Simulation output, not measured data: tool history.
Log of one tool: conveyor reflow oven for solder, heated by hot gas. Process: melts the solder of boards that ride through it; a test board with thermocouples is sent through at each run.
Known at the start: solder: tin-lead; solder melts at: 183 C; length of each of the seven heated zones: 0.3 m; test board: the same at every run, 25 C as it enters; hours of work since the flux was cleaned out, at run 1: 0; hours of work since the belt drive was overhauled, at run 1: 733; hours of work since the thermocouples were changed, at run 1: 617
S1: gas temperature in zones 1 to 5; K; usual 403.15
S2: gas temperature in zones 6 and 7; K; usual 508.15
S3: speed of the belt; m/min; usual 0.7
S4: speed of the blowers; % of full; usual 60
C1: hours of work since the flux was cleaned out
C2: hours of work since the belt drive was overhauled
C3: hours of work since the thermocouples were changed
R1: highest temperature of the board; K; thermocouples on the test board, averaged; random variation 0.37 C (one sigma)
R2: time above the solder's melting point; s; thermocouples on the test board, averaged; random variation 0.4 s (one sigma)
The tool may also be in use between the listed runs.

Run 1, hour 0: usual settings; C1 0; C2 733; C3 617. Result: R1 482.95 K, R2 31.2 s.
Run 2, hour 51.5: usual settings but S4 83 % of full; C1 38; C2 770; C3 654. Result: R1 489.95 K, R2 36.9 s.
Run 3, hour 97.3: usual settings but S4 77 % of full; C1 71; C2 804; C3 688. Result: R1 487.85 K, R2 35.1 s.
Run 4, hour 150.6: usual settings; C1 110; C2 843; C3 727. Result: R1 480.95 K, R2 29.5 s.
Run 5, hour 202.1: usual settings but S4 57 % of full; C1 148; C2 880; C3 764. Result: R1 479.35 K, R2 28.9 s.
Run 6, hour 235: usual settings; C1 172; C2 904; C3 788. Result: R1 480.45 K, R2 30 s.
Run 7, hour 279.9: usual settings; C1 204; C2 937; C3 821. Result: R1 480.15 K, R2 28.9 s.
At hour 299.3: flux residue cleaned out of gas plates and filters.
Run 8, hour 335.3: usual settings but S1 391.15 K, S2 507.15 K; C1 26; C2 974; C3 858. Result: R1 478.75 K, R2 26.6 s.
Run 9, hour 393: usual settings but S1 413.15 K, S3 0.686 m/min, S4 73 % of full; C1 68; C2 1016; C3 900. Result: R1 489.75 K, R2 39.7 s.
Run 10, hour 417: usual settings but S1 414.15 K, S2 521.15 K, S3 0.716 m/min, S4 53 % of full; C1 86; C2 1034; C3 917. Result: R1 491.65 K, R2 38 s.
Run 11, hour 470.4: usual settings but S1 414.15 K, S2 521.15 K, S3 0.716 m/min, S4 53 % of full; C1 125; C2 1073; C3 956. Result: R1 490.35 K, R2 37.9 s.
Run 12, hour 503.7: usual settings but S1 394.15 K, S2 521.15 K, S3 0.716 m/min, S4 53 % of full; C1 149; C2 1097; C3 981. Result: R1 483.95 K, R2 29.9 s.

Forecast each of these 4 alternatives for the next run:
Run A, hour 543.9: usual settings but S1 407.15 K, S2 497.15 K, S3 0.716 m/min, S4 52 % of full; C1 179; C2 1126; C3 1010. Result: R1 ?, R2 ?.
Run B, hour 543.9: usual settings but S1 398.15 K, S2 505.15 K; C1 179; C2 1126; C3 1010. Result: R1 ?, R2 ?.
Run C, hour 543.9: usual settings but S1 411.15 K, S2 519.15 K, S3 0.713 m/min, S4 53 % of full; C1 179; C2 1126; C3 1010. Result: R1 ?, R2 ?.
Run D, hour 543.9: usual settings but S1 394.15 K, S2 521.15 K, S3 0.648 m/min, S4 90 % of full; C1 179; C2 1126; C3 1010. Result: R1 ?, R2 ?.

run      R1    R2
  A  468.65  19.5
  B  477.85  26.2
  C  487.75  35.3
  D  503.35  45.3
Without the tool's hidden state the same runs would have given:
run      R1    R2
  A  468.25  18.6
  B  477.75  25.5
  C  487.45  34.1
  D  503.65  44.2
